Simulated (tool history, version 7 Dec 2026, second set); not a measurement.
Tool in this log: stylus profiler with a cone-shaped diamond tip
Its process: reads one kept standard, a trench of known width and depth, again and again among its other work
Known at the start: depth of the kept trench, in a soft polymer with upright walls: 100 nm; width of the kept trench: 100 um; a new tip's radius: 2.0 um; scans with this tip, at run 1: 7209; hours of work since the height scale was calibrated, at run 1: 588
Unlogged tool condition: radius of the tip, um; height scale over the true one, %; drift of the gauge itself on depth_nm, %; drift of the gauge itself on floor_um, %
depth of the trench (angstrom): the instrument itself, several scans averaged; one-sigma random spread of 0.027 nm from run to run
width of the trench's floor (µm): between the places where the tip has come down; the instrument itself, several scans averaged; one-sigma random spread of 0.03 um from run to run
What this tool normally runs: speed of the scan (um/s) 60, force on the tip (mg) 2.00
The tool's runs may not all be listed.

| run | hour | speed of the scan (um/s) | force on the tip (mg) | scans with this tip | hours of work since the height scale was calibrated | depth of the trench (angstrom) | width of the trench's floor (µm) |
|---|---|---|---|---|---|---|---|
| 1 | 0.0 | 60 | 2.00 | 7209 | 588 | 1008.6 | 98.11 |
| 2 | 15.9 | 60 | 2.00 | 7354 | 600 | 1008.8 | 98.10 |
| 3 | 33.5 | 127 | 2.00 | 7516 | 613 | 1008.8 | 97.61 |
| 4 | 49.4 | 127 | 2.00 | 7660 | 625 | 1009.2 | 97.66 |
| 5 | 73.8 | 127 | 2.00 | 7883 | 643 | 1008.4 | 97.62 |
| 6 | 87.4 | 127 | 2.00 | 8008 | 653 | 1008.8 | 97.64 |
| 7 | 115.0 | 127 | 0.90 | 8261 | 674 | 1004.3 | 97.17 |
| 8 | 131.6 | 100 | 0.90 | 8412 | 686 | 1004.1 | 97.45 |
| 9 | 155.5 | 100 | 0.90 | 8631 | 704 | 1004.4 | 97.44 |
| 10 | 183.0 | 100 | 0.90 | 8882 | 724 | 1004.4 | 97.47 |
| 11 | 212.1 | 100 | 0.90 | 9148 | 746 | 1003.8 | 97.47 |
| 12 | 240.7 | 60 | 1.39 | 9409 | 767 | 1006.0 | 97.98 |
| 13 | 265.0 | 60 | 1.39 | 9632 | 786 | 1006.0 | 97.97 |
| 14 | 292.0 | 60 | 1.39 | 9878 | 806 | 1005.7 | 97.92 |
| 15 | 321.2 | 60 | 3.52 | 10145 | 827 | 1013.6 | 98.16 |
| 16 | 346.7 | 60 | 4.63 | 10378 | 846 | 1016.7 | 98.18 |
| 17 | 375.2 | 27 | 2.00 | 10638 | 868 | 1008.0 | 98.24 |
| 18 | 405.2 | 60 | 2.00 | 10913 | 890 | 1008.0 | 98.02 |
| 19 | 418.6 | 60 | 2.00 | 11035 | 900 | 1008.1 | 97.95 |
| 20 | 435.0 | 89 | 4.37 | 11185 | 912 | 1015.6 | 97.99 |
| 21 | 454.9 | 72 | 0.94 | 11367 | 927 | 1004.2 | 97.71 |
| 22 | 481.2 | 155 | 3.62 | 11608 | 947 | 1013.5 | 97.60 |
| 23 | 506.7 | 80 | 2.00 | 11841 | 966 | 1008.0 | 97.84 |
| 24 | 533.4 | 16 | 2.00 | 12085 | 986 | 1007.8 | 98.27 |
| 25 | 554.3 | 42 | 2.11 | 12275 | 1001 | 1008.5 | 98.11 |
| 26 | 575.8 | 20 | 0.91 | 12472 | 1017 | 1003.8 | 98.17 |
| 27 | 592.3 | 20 | 0.91 | 12623 | 1029 | 1003.6 | 98.19 |
| 28 | 622.3 | 22 | 2.01 | 12897 | 1052 | 1007.7 | 98.22 |
| 29 | 641.9 | 166 | 3.80 | 13077 | 1066 | 1014.1 | 97.49 |
| 30 | 668.2 | 23 | 2.61 | 13317 | 1086 | 1010.0 | 98.15 |
| 31 | 681.4 | 23 | 2.61 | 13438 | 1096 | 1010.6 | 98.20 |
| 32 | 712.0 | 170 | 4.30 | 13717 | 1119 | 1014.8 | 97.53 |
| 33 | 732.9 | 60 | 0.67 | 13908 | 1134 | 1001.8 | 97.59 |
| 34 | 752.5 | 84 | 3.31 | 14087 | 1149 | 1012.3 | 97.79 |
| 35 | 772.0 | 84 | 3.31 | 14266 | 1163 | 1012.2 | 97.85 |
| 36 | 799.1 | 189 | 2.60 | 14513 | 1184 | 1009.8 | 97.20 |

A few steps of depth of the trench (angstrom) between consecutive runs. Split each: what settings, incoming material and random variation would produce without the hidden state, and what is left over for the hidden state, along with gauge scatter present in only one of the two compared results (measured, and without hidden state):
Run 2 -> 3: speed of the scan (um/s) 60 -> 127. depth of the trench (angstrom) +0.0: hidden state -0.1, all else +0.1.
Run 6 -> 7: force on the tip (mg) 2.00 -> 0.90. depth of the trench (angstrom) -4.5: hidden state -0.1, all else -4.4.
Run 8 -> 9: nothing adjusted, nothing logged. depth of the trench (angstrom) +0.3: hidden state -0.1, all else +0.4.
Run 20 -> 21: speed of the scan (um/s) 89 -> 72, force on the tip (mg) 4.37 -> 0.94. depth of the trench (angstrom) -11.4: hidden state +0.0, all else -11.4.
Run 32 -> 33: speed of the scan (um/s) 170 -> 60, force on the tip (mg) 4.30 -> 0.67. depth of the trench (angstrom) -13.0: hidden state +0.1, all else -13.1.
Run 33 -> 34: speed of the scan (um/s) 60 -> 84, force on the tip (mg) 0.67 -> 3.31. depth of the trench (angstrom) +10.5: hidden state +0.0, all else +10.5.
